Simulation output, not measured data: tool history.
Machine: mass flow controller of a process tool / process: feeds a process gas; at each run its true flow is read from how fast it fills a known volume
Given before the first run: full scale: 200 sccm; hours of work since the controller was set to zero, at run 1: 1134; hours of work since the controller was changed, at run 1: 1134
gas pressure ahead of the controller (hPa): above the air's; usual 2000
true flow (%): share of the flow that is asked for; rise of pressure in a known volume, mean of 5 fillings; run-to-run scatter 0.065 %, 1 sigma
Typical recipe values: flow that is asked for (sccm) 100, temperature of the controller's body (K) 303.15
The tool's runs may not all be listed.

| run | day | flow that is asked for (sccm) | gas pressure ahead of the controller (hPa) | temperature of the controller's body (K) | hours of work since the controller was set to zero | hours of work since the controller was changed | true flow (%) |
|---|---|---|---|---|---|---|---|
| 1 | 0.000 | 100 | 2000 | 303.15 | 1134 | 1134 | 99.13 |
| 2 | 6.421 | 100 | 2000 | 303.15 | 1250 | 1250 | 99.24 |
| 3 | 13.271 | 100 | 2000 | 303.15 | 1373 | 1373 | 99.15 |
| 4 | 20.850 | 100 | 2000 | 303.15 | 1509 | 1509 | 99.15 |
| 5 | 28.604 | 100 | 2000 | 303.15 | 1649 | 1649 | 99.17 |
| 6 | 42.396 | 100 | 2000 | 303.15 | 1897 | 1897 | 98.87 |
| 7 | 53.738 | 100 | 2000 | 303.15 | 2101 | 2101 | 99.00 |
| 8 | 60.838 | 100 | 2000 | 303.15 | 2228 | 2228 | 99.06 |
| 9 | 74.592 | 100 | 2000 | 303.15 | 2476 | 2476 | 99.09 |
| 10 | 82.846 | 100 | 2000 | 303.15 | 2624 | 2624 | 99.11 |
| 11 | 90.092 | 100 | 2000 | 303.15 | 2755 | 2755 | 98.95 |
| 12 | 104.017 | 100 | 2000 | 303.15 | 3005 | 3005 | 99.11 |
| 13 | 114.900 | 100 | 2000 | 303.15 | 3201 | 3201 | 98.99 |
| 14 | 122.867 | 100 | 2000 | 311.15 | 3344 | 3344 | 98.57 |
| 15 | 133.196 | 100 | 2000 | 311.15 | 3530 | 3530 | 98.51 |
| 16 | 142.979 | 100 | 2000 | 303.15 | 3706 | 3706 | 98.82 |
| 17 | 153.100 | 100 | 2000 | 303.15 | 3888 | 3888 | 98.88 |
| 18 | 159.904 | 26 | 2000 | 303.15 | 4010 | 4010 | 95.76 |
|  | 164.996 | controller's zero set anew |
| 19 | 167.950 | 26 | 2000 | 303.15 | 53 | 4155 | 99.36 |
| 20 | 177.408 | 26 | 2000 | 303.15 | 223 | 4325 | 99.21 |
| 21 | 191.188 | 26 | 2000 | 303.15 | 471 | 4573 | 99.10 |
| 22 | 200.700 | 26 | 2000 | 303.15 | 642 | 4744 | 98.93 |
| 23 | 207.775 | 100 | 1720 | 303.15 | 770 | 4871 | 99.89 |
| 24 | 215.171 | 100 | 1720 | 303.15 | 903 | 5004 | 99.74 |
| 25 | 224.621 | 100 | 1720 | 303.15 | 1073 | 5174 | 99.75 |
| 26 | 238.858 | 100 | 1650 | 303.15 | 1329 | 5430 | 99.81 |
| 27 | 252.608 | 100 | 1650 | 303.15 | 1576 | 5678 | 99.80 |
| 28 | 262.988 | 100 | 1470 | 297.15 | 1763 | 5864 | 100.08 |
| 29 | 274.625 | 100 | 1470 | 297.15 | 1972 | 6074 | 100.02 |
| 30 | 282.267 | 32 | 1470 | 300.15 | 2110 | 6211 | 98.47 |
| 31 | 293.533 | 31 | 2160 | 309.15 | 2312 | 6414 | 97.84 |
| 32 | 301.858 | 145 | 1750 | 295.15 | 2462 | 6564 | 100.55 |
| 33 | 313.229 | 65 | 2000 | 303.15 | 2667 | 6768 | 99.28 |
|  | 323.829 | controller exchanged for a calibrated one |
| 34 | 325.188 | 100 | 2000 | 297.15 | 24 | 24 | 99.25 |
| 35 | 335.121 | 187 | 1480 | 307.15 | 203 | 203 | 99.27 |
| 36 | 346.025 | 100 | 2000 | 310.15 | 399 | 399 | 98.63 |
| 37 | 358.354 | 49 | 1640 | 301.15 | 621 | 621 | 98.52 |
| 38 | 369.533 | 32 | 1680 | 301.15 | 822 | 822 | 97.90 |
| 39 | 379.933 | 32 | 2090 | 299.15 | 1009 | 1009 | 97.95 |
| 40 | 390.050 | 176 | 1660 | 306.15 | 1191 | 1191 | 99.35 |
| 41 | 398.350 | 176 | 1660 | 306.15 | 1341 | 1341 | 99.35 |
| 42 | 405.300 | 27 | 1750 | 293.15 | 1466 | 1466 | 97.65 |
| 43 | 415.000 | 27 | 1990 | 295.15 | 1640 | 1640 | 97.49 |
| 44 | 426.788 | 27 | 1990 | 295.15 | 1852 | 1852 | 97.26 |
| 45 | 440.038 | 51 | 1470 | 302.15 | 2090 | 2090 | 97.93 |
| 46 | 449.621 | 77 | 2070 | 302.15 | 2263 | 2263 | 98.42 |
| 47 | 459.629 | 93 | 2000 | 303.15 | 2443 | 2443 | 98.88 |
| 48 | 467.679 | 157 | 1910 | 293.15 | 2588 | 2588 | 99.90 |
| 49 | 478.579 | 65 | 2010 | 312.15 | 2784 | 2784 | 97.77 |

Measured less the same run without the tool's hidden state. The same run-to-run variation is in both; the gauge's scatter may not be:
The hidden state here: flow at rest that the sensor doesn't see, % of full scale; true flow over the shown one, %; drift of the gauge itself on true_pct, %.
| run | true flow (%) |
|---|---|
| 1 | +0.03 |
| 2 | +0.02 |
| 3 | +0.02 |
| 4 | +0.01 |
| 5 | +0.00 |
| 6 | +0.00 |
| 7 | -0.01 |
| 8 | -0.02 |
| 9 | -0.03 |
| 10 | -0.04 |
| 11 | -0.04 |
| 12 | -0.06 |
| 13 | -0.07 |
| 14 | -0.08 |
| 15 | -0.09 |
| 16 | -0.10 |
| 17 | -0.11 |
| 18 | -2.82 |
| 19 | +0.77 |
| 20 | +0.64 |
| 21 | +0.46 |
| 22 | +0.35 |
| 23 | +0.80 |
| 24 | +0.79 |
| 25 | +0.78 |
| 26 | +0.77 |
| 27 | +0.76 |
| 28 | +0.75 |
| 29 | +0.75 |
| 30 | -0.30 |
| 31 | -0.46 |
| 32 | +0.91 |
| 33 | +0.39 |
| 34 | -0.16 |
| 35 | -0.11 |
| 36 | -0.18 |
| 37 | -0.43 |
| 38 | -0.80 |
| 39 | -0.89 |
| 40 | -0.05 |
| 41 | -0.05 |
| 42 | -1.37 |
| 43 | -1.50 |
| 44 | -1.62 |
| 45 | -0.79 |
| 46 | -0.43 |
| 47 | -0.31 |
| 48 | -0.02 |
| 49 | -0.67 |

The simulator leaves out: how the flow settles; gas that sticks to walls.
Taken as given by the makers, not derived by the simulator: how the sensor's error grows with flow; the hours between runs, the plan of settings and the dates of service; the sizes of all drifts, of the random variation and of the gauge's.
